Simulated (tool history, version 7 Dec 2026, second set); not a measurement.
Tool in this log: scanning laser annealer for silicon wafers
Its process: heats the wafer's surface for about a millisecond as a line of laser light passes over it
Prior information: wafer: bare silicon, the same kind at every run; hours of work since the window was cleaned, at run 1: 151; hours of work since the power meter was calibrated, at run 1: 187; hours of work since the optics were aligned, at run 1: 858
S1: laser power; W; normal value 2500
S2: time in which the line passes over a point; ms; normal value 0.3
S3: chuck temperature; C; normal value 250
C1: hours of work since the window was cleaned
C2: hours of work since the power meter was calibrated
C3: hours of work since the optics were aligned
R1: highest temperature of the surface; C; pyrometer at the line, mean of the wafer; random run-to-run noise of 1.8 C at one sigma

| run | hour | S1 | S2 | S3 | C1 | C2 | C3 | R1 |
|---|---|---|---|---|---|---|---|---|
| 1 | 0 | 2500 | 0.3 | 250 | 151 | 187 | 858 | 956 |
| 2 | 21.9 | 2500 | 0.3 | 250 | 160 | 196 | 867 | 953 |
| 3 | 43.4 | 2500 | 0.3 | 250 | 169 | 205 | 876 | 952 |
| 4 | 63.6 | 2500 | 0.3 | 250 | 178 | 214 | 885 | 954 |
| 5 | 77.3 | 2500 | 0.3 | 250 | 183 | 219 | 890 | 956 |
| 6 | 91.8 | 2500 | 0.3 | 250 | 190 | 225 | 897 | 955 |
| 7 | 116 | 2500 | 0.3 | 250 | 200 | 236 | 907 | 953 |
| 8 | 137 | 2500 | 0.251 | 250 | 209 | 244 | 916 | 902 |
| 9 | 155.9 | 2500 | 0.255 | 250 | 216 | 252 | 923 | 905 |
| 10 | 171.6 | 2240 | 0.3 | 250 | 223 | 259 | 930 | 887 |
| 11 | 191.1 | 2240 | 0.3 | 250 | 231 | 267 | 938 | 887 |
| 12 | 203.7 | 2240 | 0.3 | 250 | 237 | 272 | 944 | 883 |
| 13 | 218.1 | 2240 | 0.3 | 250 | 243 | 279 | 950 | 888 |
|  | 229.7 | optics aligned, line set to its width |
| 14 | 237 | 2240 | 0.3 | 250 | 248 | 284 | 3 | 887 |
| 15 | 249.3 | 2558 | 0.3 | 250 | 254 | 290 | 8 | 972 |
| 16 | 273.7 | 2558 | 0.3 | 250 | 264 | 300 | 18 | 972 |
| 17 | 288 | 2713 | 0.3 | 250 | 270 | 306 | 24 | 1008 |
| 18 | 307.4 | 2713 | 0.3 | 250 | 278 | 314 | 33 | 1012 |
| 19 | 323.4 | 2713 | 0.3 | 250 | 285 | 321 | 39 | 1006 |
| 20 | 347.4 | 2644 | 0.3 | 250 | 295 | 331 | 49 | 993 |
| 21 | 369.6 | 2520 | 0.221 | 277 | 304 | 340 | 59 | 900 |
| 22 | 381.7 | 2188 | 0.253 | 255 | 309 | 345 | 64 | 831 |
| 23 | 397.7 | 2188 | 0.253 | 255 | 316 | 352 | 71 | 835 |
| 24 | 419.8 | 2148 | 0.253 | 220 | 325 | 361 | 80 | 791 |
| 25 | 443.1 | 2148 | 0.253 | 220 | 335 | 371 | 90 | 790 |
| 26 | 464.9 | 2176 | 0.334 | 243 | 344 | 380 | 99 | 891 |
| 27 | 480.9 | 2554 | 0.237 | 260 | 351 | 387 | 106 | 909 |
| 28 | 499 | 2554 | 0.237 | 260 | 359 | 394 | 113 | 910 |
| 29 | 512.3 | 2554 | 0.237 | 260 | 364 | 400 | 119 | 909 |
| 30 | 524.6 | 2554 | 0.237 | 260 | 369 | 405 | 124 | 906 |
| 31 | 545.8 | 2380 | 0.3 | 250 | 378 | 414 | 133 | 921 |
| 32 | 568.1 | 2186 | 0.306 | 238 | 388 | 423 | 142 | 866 |
| 33 | 588.6 | 2186 | 0.306 | 238 | 396 | 432 | 151 | 865 |
| 34 | 599.2 | 2584 | 0.306 | 272 | 401 | 436 | 155 | 1000 |
| 35 | 612 | 2584 | 0.306 | 272 | 406 | 442 | 161 | 1006 |
| 36 | 623.5 | 2500 | 0.301 | 250 | 411 | 447 | 165 | 954 |
| 37 | 645.6 | 2719 | 0.301 | 242 | 420 | 456 | 175 | 1007 |
| 38 | 656.3 | 2719 | 0.323 | 276 | 425 | 460 | 179 | 1062 |
| 39 | 671.1 | 2719 | 0.323 | 276 | 431 | 467 | 185 | 1060 |
| 40 | 684.8 | 2304 | 0.312 | 273 | 437 | 472 | 191 | 936 |

How the hidden state differs across the entries between the runs, from the last listed run before each to the first after it:
Run 13 -> run 14: optics aligned, line set to its width (hour 229.7)
  width of the line over the set one, %: 0.1 -> 0
